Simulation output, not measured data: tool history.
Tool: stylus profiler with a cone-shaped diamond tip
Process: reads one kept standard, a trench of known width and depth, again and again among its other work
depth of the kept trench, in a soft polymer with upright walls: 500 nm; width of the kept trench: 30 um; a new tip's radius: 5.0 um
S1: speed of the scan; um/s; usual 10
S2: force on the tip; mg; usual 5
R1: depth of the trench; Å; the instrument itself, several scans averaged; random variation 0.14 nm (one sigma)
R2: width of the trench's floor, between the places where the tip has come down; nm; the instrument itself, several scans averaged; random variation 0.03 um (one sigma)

run	day	S1	S2	R1	R2
1	0	10	5	5121	24450
2	3.525	10	6.66	5150.5	24400
3	6.929	10	6.66	5149.2	24400
4	10.879	8	6.66	5150.3	24370
5	12.908	8	6.66	5149.8	24320
6	15.333	5	6.66	5147.7	24370
7	19.608	5	6.66	5148.8	24310
# day 21.167: height scale calibrated on a step standard
8	23.262	10	5	5135.4	24260
9	27.254	10	5	5133.2	24230
10	31.758	10	8.08	5189	24200
11	34.592	10	8.08	5184	24200
12	38.012	3	8.08	5182.8	24180
13	42.279	2	5	5133	24180
14	45.783	2	5	5131.6	24120
15	49.579	2	5	5134.8	24070
16	52.338	2	5	5130.9	24060
17	55.408	2	6.66	5161.2	24050
18	57.446	2	6.66	5160.1	23980
19	59.375	10	2.97	5093	23960
20	63.567	10	5	5130.7	23930
21	65.862	10	5	5128.8	23900
22	67.946	10	2.64	5084.5	23900
23	71.771	10	2.64	5081.4	23910
24	73.696	10	2.64	5083.1	23860
25	75.846	10	2.64	5081.9	23880
26	78.896	38	2.64	5080	23700
27	82.758	38	5.62	5141.6	23720
28	84.917	5	4.99	5127.7	23850
29	88.083	5	4.99	5126.4	23810
30	91.688	13	1.8	5059.4	23700
# day 95.371: new tip fitted, height scale calibrated
31	96.05	37	5	5132.4	25540
32	98.612	37	5	5135.2	25470
33	102.842	34	8.69	5196.6	25540
34	105.646	32	8.54	5195.9	25480
35	109.054	32	8.54	5193.1	25420
36	112.988	32	8.54	5190.6	25400
37	115.925	32	8.54	5189.6	25400
38	117.862	25	2.34	5077.6	25300
39	120.629	13	11.02	5228.4	25420
40	123.483	9	4.2	5115.7	25360
41	127.412	13	5	5132.3	25270
42	129.838	2	1.78	5063.6	25310
43	133.962	10	2.84	5084.7	25200
44	137.662	7	10.6	5217.2	25190
45	141.25	33	5	5129.9	25100
46	143.2	33	5	5131.3	25040
47	146.312	5	3.82	5105.3	25150

Some steps in R1 between neighbouring runs. How much of each would the tool show without its hidden state too (settings, what came in, random variation), and how much is left for the hidden state, with any gauge scatter that isn't in both results?
The hidden state here: radius of the tip, um; height scale over the true one, %; drift of the gauge itself on depth_nm, %; drift of the gauge itself on floor_um, %.
Run 3 -> 4: S1 10 -> 8. R1 +1.1 Å: hidden state -0.6, all else +1.7.
Run 7 -> 8: S1 5 -> 10, S2 6.66 -> 5, height scale calibrated on a step standard. R1 -13.4 Å: hidden state +16.1, all else -29.5.
Run 30 -> 31: S1 13 -> 37, S2 1.8 -> 5, new tip fitted, height scale calibrated. R1 +73 Å: hidden state +7.7, all else +65.3.
Run 38 -> 39: S1 25 -> 13, S2 2.34 -> 11.02. R1 +150.8 Å: hidden state -0.4, all else +151.2.
Run 39 -> 40: S1 13 -> 9, S2 11.02 -> 4.2. R1 -112.7 Å: hidden state -0.4, all else -112.3.
Run 43 -> 44: S1 10 -> 7, S2 2.84 -> 10.6. R1 +132.5 Å: hidden state -0.6, all else +133.1.
